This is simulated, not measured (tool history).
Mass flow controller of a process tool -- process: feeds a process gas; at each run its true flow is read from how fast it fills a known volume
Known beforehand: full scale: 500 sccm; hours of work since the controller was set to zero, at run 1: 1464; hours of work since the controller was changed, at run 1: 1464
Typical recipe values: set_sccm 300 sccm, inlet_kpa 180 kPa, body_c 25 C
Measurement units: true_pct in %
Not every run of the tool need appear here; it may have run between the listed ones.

run     day  set_sccm  inlet_kpa  body_c  hours of work since the controller was set to zero  hours of work since the controller was changed  true_pct
  1       0       300        180      25                                                1464                                            1464      99.8
  2   2.608       447        180      25                                                1510                                            1510    100.19
  3   6.038       300        180      25                                                1572                                            1572     99.91
  4   7.771       300        180      25                                                1602                                            1602     99.86
      8.125  -- controller's zero set anew
  5  10.046       300        180      25                                                  34                                            1642     99.92
  6  11.767        60        180      25                                                  65                                            1673     98.24
  7  14.033        60        180      35                                                 105                                            1713     97.83
  8  15.575       217        254      25                                                 133                                            1741     99.09
  9  18.062       217        254      25                                                 177                                            1785     99.03
 10  19.758       356        180      36                                                 207                                            1815     99.76
 11  23.371       372        252      37                                                 271                                            1880     99.05
 12  25.908       416        180      37                                                 317                                            1925     99.86
 13  27.504       229        267      31                                                 345                                            1953     98.77

5 options for the next run, each taken on its own from the tool as it stands now. Forecast them:
     28.717  -- controller's zero set anew, once more
  A  29.442       132        145      25                                                  13                                            1987         ?
     28.717  -- controller's zero set anew, once more
  B  29.442       300        214      37                                                  13                                            1987         ?
     28.717  -- controller's zero set anew, once more
  C  29.442        57        180      25                                                  13                                            1987         ?
     28.717  -- controller's zero set anew, once more
  D  29.442        68        267      22                                                  13                                            1987         ?
     28.717  -- controller's zero set anew, once more
  E  29.442       229        199      31                                                  13                                            1987         ?

run  true_pct
  A    100.18
  B     99.35
  C     99.66
  D     99.25
  E     99.79
With the hidden condition removed and each run's random variation left untouched, the same runs would have given:
run  true_pct
  A      99.8
  B     98.92
  C     99.38
  D     98.94
  E     99.38
